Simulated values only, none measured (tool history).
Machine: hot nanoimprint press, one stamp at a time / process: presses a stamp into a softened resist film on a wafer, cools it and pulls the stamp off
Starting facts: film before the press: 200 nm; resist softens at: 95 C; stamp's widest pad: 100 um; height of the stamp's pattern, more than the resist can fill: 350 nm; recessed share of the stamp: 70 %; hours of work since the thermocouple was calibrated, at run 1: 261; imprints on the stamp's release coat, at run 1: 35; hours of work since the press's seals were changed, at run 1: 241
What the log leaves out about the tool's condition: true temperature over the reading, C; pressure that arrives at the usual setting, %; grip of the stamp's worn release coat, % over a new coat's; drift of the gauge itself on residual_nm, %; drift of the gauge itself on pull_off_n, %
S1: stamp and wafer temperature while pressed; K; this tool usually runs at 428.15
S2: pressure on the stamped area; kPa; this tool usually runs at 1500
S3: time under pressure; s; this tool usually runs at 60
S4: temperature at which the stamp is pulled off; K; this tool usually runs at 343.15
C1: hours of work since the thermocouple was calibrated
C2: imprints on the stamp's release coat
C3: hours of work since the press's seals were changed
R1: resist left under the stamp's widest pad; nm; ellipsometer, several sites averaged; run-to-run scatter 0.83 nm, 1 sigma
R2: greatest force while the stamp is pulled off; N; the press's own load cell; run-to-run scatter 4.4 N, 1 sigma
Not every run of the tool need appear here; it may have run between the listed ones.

run	hour	S1	S2	S3	S4	C1	C2	C3	R1	R2
1	0	428.15	1500	60	343.15	261	35	241	114.3	222
# hour 9.7: plate thermocouple calibrated
2	39.8	428.15	1500	85	343.15	20	206	266	100.8	231
3	65.5	428.15	1500	84	343.15	37	326	283	101.8	242
4	89.7	428.15	1160	60	343.15	53	439	299	127.3	252
# hour 120.1: stamp cleaned and given a new release coat
5	135.9	428.15	1160	60	343.15	79	74	325	126.2	216
6	180.2	428.15	1160	60	343.15	109	280	355	127.1	240
7	220.5	428.15	1160	60	343.15	135	467	381	126.8	262
# hour 246.2: stamp cleaned and given a new release coat
8	259.6	432.15	1160	60	343.15	157	62	403	116.1	223
9	306.4	432.15	1160	60	343.15	188	280	434	115.6	233
10	336.5	428.15	1500	60	328.15	208	420	454	114.6	323
# hour 371.1: stamp cleaned and given a new release coat
11	389.4	428.15	1500	60	328.15	239	85	485	115.4	293
# hour 429.8: plate thermocouple calibrated
12	429.9	428.15	1500	60	328.15	0	260	510	113.4	309
13	462.2	428.15	1500	60	328.15	21	410	531	112.5	324
# hour 497.9: stamp cleaned and given a new release coat
14	497.9	428.15	1280	60	343.15	41	0	551	121.2	214
15	541.1	428.15	1500	60	343.15	70	201	579	113.3	221
16	572.8	437.15	1950	57	340.15	91	348	600	79.6	252
17	599.7	418.15	1950	46	340.15	108	474	618	144.1	266
# hour 624: stamp cleaned and given a new release coat
18	638.9	418.15	1950	46	340.15	130	69	640	145.2	237
19	678.4	434.15	1730	41	334.15	156	253	666	105.4	284
20	725.4	434.15	1730	41	334.15	187	472	697	104.4	311
# hour 748.7: stamp cleaned and given a new release coat
21	773.1	424.15	1440	60	343.15	215	113	725	131.2	220
22	817.7	423.15	1500	94	343.15	244	321	754	117.2	246
# hour 851.4: plate thermocouple calibrated
23	864.4	434.15	1970	60	337.15	9	525	783	84.7	287
# hour 877.5: stamp cleaned and given a new release coat
24	911.9	428.15	2040	115	350.15	36	161	810	77.9	192
25	952.2	428.15	2040	39	340.15	63	348	837	115.2	260
26	985.7	428.15	2040	39	340.15	85	504	859	116.5	273
# hour 1001.7: stamp cleaned and given a new release coat
27	1031.3	436.15	1530	65	343.15	111	138	885	89.9	221
28	1070.3	428.15	1500	52	343.15	137	319	911	119.2	237
29	1103.4	426.15	960	56	342.15	159	473	933	145.2	260

Here are 3 independent what-if runs from the current tool condition. What would each one return?
# hour 1127.5: stamp cleaned and given a new release coat
A	1134.2	432.15	1180	56	333.15	175	31	949	?	?
# hour 1127.5: stamp cleaned and given a new release coat
B	1134.2	428.15	980	111	343.15	175	31	949	?	?
# hour 1127.5: stamp cleaned and given a new release coat
C	1134.2	426.15	960	56	348.15	175	31	949	?	?

run	R1	R2
A	117.7	259
B	114.2	208
C	143.8	202
What these runs would have given with no unlogged condition in the tool:
run	R1	R2
A	114	254
B	110.8	204
C	140.6	198

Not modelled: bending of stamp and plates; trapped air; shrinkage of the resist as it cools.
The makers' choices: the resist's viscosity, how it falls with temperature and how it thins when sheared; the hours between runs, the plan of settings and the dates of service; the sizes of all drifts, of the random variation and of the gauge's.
